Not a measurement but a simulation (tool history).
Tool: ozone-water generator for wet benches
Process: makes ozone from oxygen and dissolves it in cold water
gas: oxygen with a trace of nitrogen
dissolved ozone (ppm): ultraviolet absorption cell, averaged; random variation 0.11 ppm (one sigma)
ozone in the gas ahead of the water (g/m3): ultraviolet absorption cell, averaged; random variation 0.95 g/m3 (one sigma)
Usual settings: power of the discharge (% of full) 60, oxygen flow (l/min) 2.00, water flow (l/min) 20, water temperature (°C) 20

run   hour  power of the discharge (% of full)  oxygen flow (l/min)  water flow (l/min)  water temperature (°C)  dissolved ozone (ppm)  ozone in the gas ahead of the water (g/m3)
  1    0.0                                  60                 2.00                  20                      20                    9.2                                       159.9
  2   34.2                                  60                 2.00                  14                      20                   12.9                                       158.3
  3   59.6                                  60                 2.00                  14                      20                   12.6                                       159.4
  4   94.9                                  60                 2.00                  14                      14                   13.4                                       159.1
  5  120.5                                  60                 2.00                  20                      18                    9.2                                       157.6
  6  138.6                                  60                 2.00                  20                      18                    9.1                                       157.8
  7  165.3                                  60                 1.69                  20                      18                    8.8                                       173.1
  8  199.1                                  60                 1.69                  20                      18                    8.8                                       174.0
  9  226.3                                  90                 2.00                  20                      20                   11.6                                       203.6
 10  248.0                                  60                 2.00                  20                      20                    8.9                                       158.6
 11  266.4                                  96                 2.00                  20                      20                   12.2                                       214.4
 12  295.9                                  96                 2.00                  17                      20                   14.2                                       214.6
 13  327.2                                  60                 2.00                  20                      13                    9.5                                       158.2
 14  349.5                                  60                 2.00                  20                      13                    9.5                                       156.8
 15  366.5                                  86                 2.00                  20                      13                   11.7                                       194.4
 16  386.3                                  60                 2.00                  20                      20                    9.1                                       155.5
 17  402.2                                  60                 2.00                  20                      20                    8.6                                       156.1
 18  416.8                                  41                 1.17                  20                      20                    6.1                                       169.2
 19  435.5                                  41                 1.17                  20                      20                    6.1                                       167.2
 20  462.0                                  41                 1.17                  20                      20                    6.2                                       168.3
 21  485.5                                  41                 1.17                  20                      20                    6.4                                       166.6
 22  515.1                                  41                 1.17                  20                      20                    6.1                                       168.7
 23  538.2                                  60                 1.64                  16                      25                   10.3                                       177.1
 24  565.0                                  52                 2.81                  20                      20                    8.6                                       117.5
 25  598.2                                  52                 1.28                  20                      13                    7.6                                       184.5
 26  621.1                                  52                 1.58                  25                      18                    6.0                                       163.5
 27  645.5                                  95                 2.27                  15                      26                   14.7                                       190.7
 28  660.7                                  95                 2.27                  15                      26                   14.8                                       192.0
 29  690.1                                  95                 2.27                  15                      26                   14.7                                       192.3
 30  714.3                                  51                 2.30                  17                      23                    9.3                                       130.4
 31  728.9                                  51                 2.30                  17                      23                    9.1                                       129.2
 32  747.4                                  60                 2.00                  14                      21                   12.1                                       155.5

3 ways to go on from here, each from the tool as it stands after run 32. What would each give?
  A  766.5                                  60                 2.00                  20                      12                      ?                                           ?
  B  766.5                                  45                 3.03                  14                      24                      ?                                           ?
  C  766.5                                  60                 1.89                  16                      18                      ?                                           ?

run  dissolved ozone (ppm)  ozone in the gas ahead of the water (g/m3)
  A                    9.4                                       155.0
  B                    9.9                                       102.7
  C                   10.8                                       159.9
Without the tool's hidden state the same runs would have given:
run  dissolved ozone (ppm)  ozone in the gas ahead of the water (g/m3)
  A                   10.0                                       162.2
  B                   10.6                                       106.5
  C                   11.6                                       167.4
